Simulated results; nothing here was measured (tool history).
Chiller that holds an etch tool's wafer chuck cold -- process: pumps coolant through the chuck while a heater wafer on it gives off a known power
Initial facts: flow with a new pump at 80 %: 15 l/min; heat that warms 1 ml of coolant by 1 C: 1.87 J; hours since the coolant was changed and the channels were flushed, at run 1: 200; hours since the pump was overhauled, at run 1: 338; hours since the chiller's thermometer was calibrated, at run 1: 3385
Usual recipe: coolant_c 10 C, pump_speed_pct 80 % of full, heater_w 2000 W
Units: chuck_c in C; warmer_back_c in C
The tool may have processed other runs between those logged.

| run | hour | coolant_c | pump_speed_pct | heater_w | hours since the coolant was changed and the channels were flushed | hours since the pump was overhauled | hours since the chiller's thermometer was calibrated | chuck_c | warmer_back_c |
|---|---|---|---|---|---|---|---|---|---|
| 1 | 0 | 10 | 80 | 2000 | 200 | 338 | 3385 | 21.2 | 4.35 |
| 2 | 90.8 | 10 | 80 | 2000 | 290 | 429 | 3476 | 21 | 4.33 |
| 3 | 194.9 | 10 | 80 | 2000 | 395 | 533 | 3580 | 21.3 | 4.27 |
| 4 | 293.7 | 10 | 80 | 2000 | 493 | 632 | 3679 | 21.1 | 4.35 |
| 5 | 365.5 | 10 | 80 | 1397 | 565 | 704 | 3750 | 17.4 | 3 |
|  | 445.8 | chiller's thermometer calibrated |
| 6 | 465.4 | 10 | 80 | 1108 | 664 | 803 | 20 | 16.9 | 2.4 |
| 7 | 538.3 | 10 | 80 | 1108 | 737 | 875 | 93 | 16.9 | 2.46 |
| 8 | 658.1 | 10 | 80 | 2000 | 857 | 995 | 212 | 22.2 | 4.36 |
| 9 | 773.5 | 10 | 80 | 2000 | 972 | 1111 | 328 | 22.4 | 4.4 |
| 10 | 888.2 | 10 | 80 | 2000 | 1087 | 1225 | 442 | 22.4 | 4.35 |
| 11 | 972.1 | 10 | 80 | 2000 | 1171 | 1309 | 526 | 22.5 | 4.3 |
| 12 | 1065.7 | 10 | 80 | 2000 | 1264 | 1403 | 620 | 22.4 | 4.35 |
| 13 | 1120.7 | 2 | 80 | 2000 | 1319 | 1458 | 675 | 14.7 | 4.4 |
| 14 | 1223.8 | 2 | 80 | 2000 | 1422 | 1561 | 778 | 14.6 | 4.45 |
| 15 | 1299.4 | 2 | 78 | 2000 | 1498 | 1637 | 854 | 15 | 4.62 |
| 16 | 1388 | 2 | 78 | 2000 | 1587 | 1725 | 942 | 15.2 | 4.58 |
| 17 | 1487.2 | 2 | 78 | 2000 | 1686 | 1824 | 1041 | 15.2 | 4.58 |
| 18 | 1574.4 | 12 | 72 | 2188 | 1773 | 1912 | 1129 | 27.7 | 5.44 |
| 19 | 1631.8 | 7 | 80 | 2538 | 1830 | 1969 | 1186 | 23.4 | 5.63 |
| 20 | 1682 | 7 | 80 | 1528 | 1881 | 2019 | 1236 | 16.7 | 3.38 |
|  | 1696 | coolant pump overhauled |
| 21 | 1759 | 9 | 80 | 2000 | 1953 | 63 | 1308 | 22.1 | 4.61 |
| 22 | 1867.6 | 12 | 80 | 1482 | 2061 | 172 | 1417 | 21.8 | 3.3 |
| 23 | 1945.4 | 6 | 72 | 2000 | 2139 | 249 | 1495 | 20.6 | 5.12 |
| 24 | 2040 | 6 | 72 | 2000 | 2234 | 344 | 1589 | 20.8 | 5.17 |
| 25 | 2090.7 | 6 | 72 | 2000 | 2284 | 395 | 1640 | 20.8 | 5.11 |
| 26 | 2190.3 | 6 | 72 | 2000 | 2384 | 494 | 1739 | 21 | 5.13 |
|  | 2200.8 | coolant pump overhauled, once more |
| 27 | 2252.2 | 4 | 65 | 1291 | 2441 | 51 | 1796 | 14 | 3.52 |
| 28 | 2325.2 | 2 | 78 | 2217 | 2514 | 124 | 1869 | 16.7 | 4.9 |
| 29 | 2436.8 | 2 | 78 | 2217 | 2625 | 236 | 1981 | 16.7 | 4.93 |
| 30 | 2506.6 | 2 | 78 | 2217 | 2695 | 306 | 2051 | 16.6 | 4.93 |
| 31 | 2601.9 | 15 | 89 | 1876 | 2791 | 401 | 2146 | 26.1 | 3.61 |
| 32 | 2655.2 | 9 | 99 | 1363 | 2844 | 454 | 2199 | 16.1 | 2.35 |

3 ways to go on from here, each from the tool as it stands after run 32. What would each give?
| A | 2764.5 | 3 | 76 | 1206 | 2953 | 564 | 2309 | ? | ? |
| B | 2764.5 | 15 | 80 | 2000 | 2953 | 564 | 2309 | ? | ? |
| C | 2764.5 | 9 | 74 | 2677 | 2953 | 564 | 2309 | ? | ? |

| run | chuck_c | warmer_back_c |
|---|---|---|
| A | 11.2 | 2.74 |
| B | 27.9 | 4.33 |
| C | 28.1 | 6.37 |
With the hidden condition removed and each run's random variation left untouched, the same runs would have given:
| run | chuck_c | warmer_back_c |
|---|---|---|
| A | 10.4 | 2.7 |
| B | 26.5 | 4.26 |
| C | 25.8 | 6.28 |
